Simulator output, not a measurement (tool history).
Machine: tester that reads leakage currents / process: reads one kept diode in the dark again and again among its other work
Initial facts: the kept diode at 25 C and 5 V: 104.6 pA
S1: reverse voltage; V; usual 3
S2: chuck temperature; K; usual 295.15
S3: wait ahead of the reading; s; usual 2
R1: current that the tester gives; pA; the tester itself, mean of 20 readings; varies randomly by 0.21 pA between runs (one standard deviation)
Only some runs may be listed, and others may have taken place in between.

| run | day | S1 | S2 | S3 | R1 |
|---|---|---|---|---|---|
| 1 | 0 | 3 | 295.15 | 2 | 79.73 |
| 2 | 6.5 | 3 | 325.15 | 2 | 559.9 |
| 3 | 12.262 | 4.45 | 325.15 | 2 | 666.25 |
| 4 | 16.638 | 4.45 | 325.15 | 2 | 670.42 |
| 5 | 25.346 | 4.45 | 325.15 | 2 | 675.8 |
| 6 | 33.271 | 11.89 | 325.15 | 2 | 1023.18 |
| 7 | 37.988 | 3 | 295.15 | 2 | 79.88 |
| 8 | 45.483 | 3 | 295.15 | 5.7 | 80.12 |
| 9 | 53.846 | 3 | 295.15 | 0.68 | 83 |
| 10 | 59.621 | 3 | 314.15 | 2 | 297.46 |
| 11 | 64.167 | 3 | 314.15 | 2 | 298.83 |
| 12 | 68.317 | 3 | 314.15 | 2 | 302.74 |
| 13 | 74.083 | 3 | 295.15 | 2.31 | 70.11 |
| 14 | 81.038 | 3 | 295.15 | 2 | 71.28 |
| 15 | 88.621 | 3 | 295.15 | 2 | 72.75 |
| 16 | 92.533 | 4.37 | 312.15 | 1.74 | 274.31 |
| 17 | 99.496 | 4.37 | 312.15 | 1.74 | 274.35 |
| 18 | 108.058 | 1.4 | 298.15 | 2 | 65.72 |
| 19 | 111.929 | 5.52 | 293.15 | 0.69 | 90.05 |
| 20 | 117.575 | 5.52 | 293.15 | 0.69 | 91.24 |
| 21 | 122.038 | 3.06 | 293.15 | 0.69 | 69.13 |
| 22 | 126.288 | 3.06 | 293.15 | 0.69 | 69.65 |
| 23 | 131.271 | 3.03 | 326.15 | 1.23 | 575.48 |
| 24 | 135.667 | 4.11 | 317.15 | 2 | 383.28 |
| 25 | 142.954 | 4.11 | 317.15 | 2 | 377.87 |
| 26 | 151.629 | 13.54 | 299.15 | 5.95 | 192.83 |
| 27 | 157.612 | 3 | 324.15 | 1.45 | 516.55 |
| 28 | 161.721 | 3 | 295.15 | 0.87 | 77.59 |
| 29 | 167.35 | 3 | 315.15 | 2 | 300.59 |
| 30 | 175.858 | 3 | 315.15 | 2 | 301.24 |

The log once held 4 entries between its listed runs, left out of this copy. Where does each go, and what is different about the tool's unlogged condition between the listed run before it and the listed run after it?
Between runs 5 and 6: probe card cleaned and baked (day 31.388)
  stray current of the dirty probe card, pA a volt: 1.697 -> 0.056; current scale over the true one, %: -0.46 -> -0.48; true chuck temperature over the reading, C: 1.96 -> 2.08
  measured minus no-state result, R1: +79.23 -> +116.41 pA
Between runs 12 and 13: chuck's temperature calibrated (day 71.462)
  stray current of the dirty probe card, pA a volt: 0.679 -> 0.775; current scale over the true one, %: -0.57 -> -0.58; true chuck temperature over the reading, C: 2.63 -> 0.06
  measured minus no-state result, R1: +47.34 -> +2.17 pA
Between runs 14 and 15: tester calibrated (day 86.233)
  stray current of the dirty probe card, pA a volt: 0.898 -> 1.017; current scale over the true one, %: -0.6 -> 0.14; true chuck temperature over the reading, C: 0.17 -> 0.29
  measured minus no-state result, R1: +3.08 -> +4.53 pA
Between runs 24 and 25: probe card cleaned and baked (day 140.225)
  stray current of the dirty probe card, pA a volt: 1.806 -> 0.073; current scale over the true one, %: 0.01 -> -0.01; true chuck temperature over the reading, C: 1.01 -> 1.12
  measured minus no-state result, R1: +30.87 -> +26.15 pA
